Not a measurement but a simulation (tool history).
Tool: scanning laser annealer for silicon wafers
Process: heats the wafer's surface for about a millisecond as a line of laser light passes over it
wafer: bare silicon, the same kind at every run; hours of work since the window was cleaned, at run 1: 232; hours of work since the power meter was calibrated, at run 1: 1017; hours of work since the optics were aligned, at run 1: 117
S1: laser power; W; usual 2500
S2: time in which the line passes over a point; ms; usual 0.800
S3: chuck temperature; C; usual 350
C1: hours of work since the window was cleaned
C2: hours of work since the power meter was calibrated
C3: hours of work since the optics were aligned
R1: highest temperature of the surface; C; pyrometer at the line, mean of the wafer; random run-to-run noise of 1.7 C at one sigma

| run | hour | S1 | S2 | S3 | C1 | C2 | C3 | R1 |
|---|---|---|---|---|---|---|---|---|
| 1 | 0.0 | 2500 | 0.800 | 350 | 232 | 1017 | 117 | 1143 |
| 2 | 60.8 | 2452 | 0.800 | 350 | 267 | 1052 | 152 | 1128 |
| 3 | 111.7 | 2452 | 0.800 | 350 | 297 | 1081 | 182 | 1126 |
| 4 | 167.9 | 2452 | 0.800 | 350 | 329 | 1114 | 214 | 1128 |
| 5 | 218.2 | 2500 | 0.800 | 350 | 359 | 1143 | 243 | 1138 |
| 6 | 259.2 | 2500 | 0.575 | 350 | 382 | 1167 | 267 | 1034 |
| 7 | 317.4 | 2500 | 0.575 | 350 | 416 | 1201 | 301 | 1033 |
| 8 | 354.4 | 2500 | 0.575 | 350 | 438 | 1222 | 322 | 1034 |
|  | 363.2 | optics aligned, line set to its width |
| 9 | 423.1 | 2500 | 0.600 | 335 | 475 | 1259 | 35 | 1029 |
| 10 | 468.9 | 2422 | 0.734 | 361 | 501 | 1286 | 61 | 1095 |
| 11 | 507.3 | 2130 | 0.734 | 361 | 523 | 1308 | 84 | 1014 |
|  | 546.2 | optics aligned, line set to its width, once more |
| 12 | 572.0 | 2362 | 0.800 | 366 | 558 | 1343 | 15 | 1117 |
| 13 | 616.6 | 2641 | 0.906 | 318 | 584 | 1368 | 41 | 1191 |
| 14 | 676.9 | 2500 | 0.800 | 328 | 619 | 1403 | 76 | 1118 |
| 15 | 737.7 | 2500 | 0.800 | 328 | 654 | 1439 | 111 | 1117 |
| 16 | 792.0 | 2500 | 0.800 | 328 | 685 | 1470 | 142 | 1116 |

Hidden state at the last listed run before each entry between runs and at the first one after, where it differs:
From run 8 to run 9: optics aligned, line set to its width (hour 363.2)
  light that passes the window, % of a clean one's: 99.24 -> 99.16; laser's true power over the reading, %: 0.82 -> 0.85; width of the line over the set one, %: 1.34 -> 2.3
  measured result minus the result with no hidden state, R1: -4 -> -7 C
From run 11 to run 12: optics aligned, line set to its width, once more (hour 546.2)
  light that passes the window, % of a clean one's: 99.07 -> 99.01; laser's true power over the reading, %: 0.9 -> 0.93; width of the line over the set one, %: 2.46 -> 0.51
  measured result minus the result with no hidden state, R1: -7 -> -2 C

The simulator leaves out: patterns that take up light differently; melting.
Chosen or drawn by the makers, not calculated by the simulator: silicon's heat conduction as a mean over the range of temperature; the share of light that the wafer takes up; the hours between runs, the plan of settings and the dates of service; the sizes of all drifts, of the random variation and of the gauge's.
